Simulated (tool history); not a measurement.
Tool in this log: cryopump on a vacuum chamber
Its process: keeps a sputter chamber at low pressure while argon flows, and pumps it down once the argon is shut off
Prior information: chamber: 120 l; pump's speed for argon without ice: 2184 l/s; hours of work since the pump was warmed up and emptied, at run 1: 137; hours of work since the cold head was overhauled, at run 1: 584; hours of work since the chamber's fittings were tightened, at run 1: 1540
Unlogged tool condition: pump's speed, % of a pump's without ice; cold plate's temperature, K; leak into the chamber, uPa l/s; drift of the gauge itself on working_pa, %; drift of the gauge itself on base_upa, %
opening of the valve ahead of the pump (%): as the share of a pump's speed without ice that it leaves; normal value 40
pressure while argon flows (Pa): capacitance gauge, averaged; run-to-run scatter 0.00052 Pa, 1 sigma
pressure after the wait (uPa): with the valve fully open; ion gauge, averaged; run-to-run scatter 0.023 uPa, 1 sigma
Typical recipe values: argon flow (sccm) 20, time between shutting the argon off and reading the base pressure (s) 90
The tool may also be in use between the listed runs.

run,day,argon flow (sccm),time between shutting the argon off and reading the base pressure (s),opening of the valve ahead of the pump (%),hours of work since the pump was warmed up and emptied,hours of work since the cold head was overhauled,hours of work since the chamber's fittings were tightened,pressure while argon flows (Pa),pressure after the wait (uPa)
1,0,20,90,40,137,584,1540,0.0403,1.57
2,4.679,20,90,40,183,630,1586,0.0394,1.68
3,9.979,20,90,40,236,683,1639,0.0406,1.75
4,12.721,10,90,40,264,711,1667,0.0197,1.74
5,16.608,10,90,40,302,749,1705,0.0207,1.83
6,18.879,10,90,40,325,772,1728,0.021,1.84
7,23.358,10,90,40,370,817,1773,0.0218,1.86
# day 24.058: pump warmed up, emptied and cooled again
8,27.125,20,90,40,31,852,1808,0.0396,1.68
9,29.783,20,90,40,57,878,1835,0.0392,1.75
10,32.125,20,90,40,80,902,1858,0.0395,1.78
11,37.354,20,90,40,133,954,1910,0.0409,1.83
12,42.775,20,43,40,187,1008,1964,0.0417,2.62
13,48.167,20,90,45,240,1062,2018,0.0362,1.99
14,51.742,26,22,28,276,1097,2053,0.0747,4.13
15,55.504,26,22,28,313,1135,2091,0.0756,4.12
16,60.325,14,90,34,361,1183,2139,0.0344,2.06
# day 62.025: pump warmed up, emptied and cooled again
17,62.904,14,90,34,9,1206,2162,0.0327,1.91
18,67,12,33,34,50,1247,2203,0.0277,3.08
19,70.562,12,147,23,85,1283,2239,0.0407,1.74
20,75.983,12,147,23,139,1337,2293,0.0404,1.76
21,80.442,38,31,26,184,1381,2337,0.1161,3.46
22,82.892,29,95,26,208,1406,2362,0.0895,2.13
23,87.183,20,123,16,251,1448,2404,0.0985,2.01

Alternative continuations, all from the tool just after run 23; predict every row:
A,89.896,13,69,40,278,1475,2431,?,?
B,89.896,20,123,32,278,1475,2431,?,?
C,89.896,20,46,25,278,1475,2431,?,?

run,pressure while argon flows (Pa),pressure after the wait (uPa)
A,0.0272,2.36
B,0.0515,2.08
C,0.0639,2.86
What these runs would have given with no unlogged condition in the tool:
run,pressure while argon flows (Pa),pressure after the wait (uPa)
A,0.0255,0.99
B,0.049,0.66
C,0.0614,1.46

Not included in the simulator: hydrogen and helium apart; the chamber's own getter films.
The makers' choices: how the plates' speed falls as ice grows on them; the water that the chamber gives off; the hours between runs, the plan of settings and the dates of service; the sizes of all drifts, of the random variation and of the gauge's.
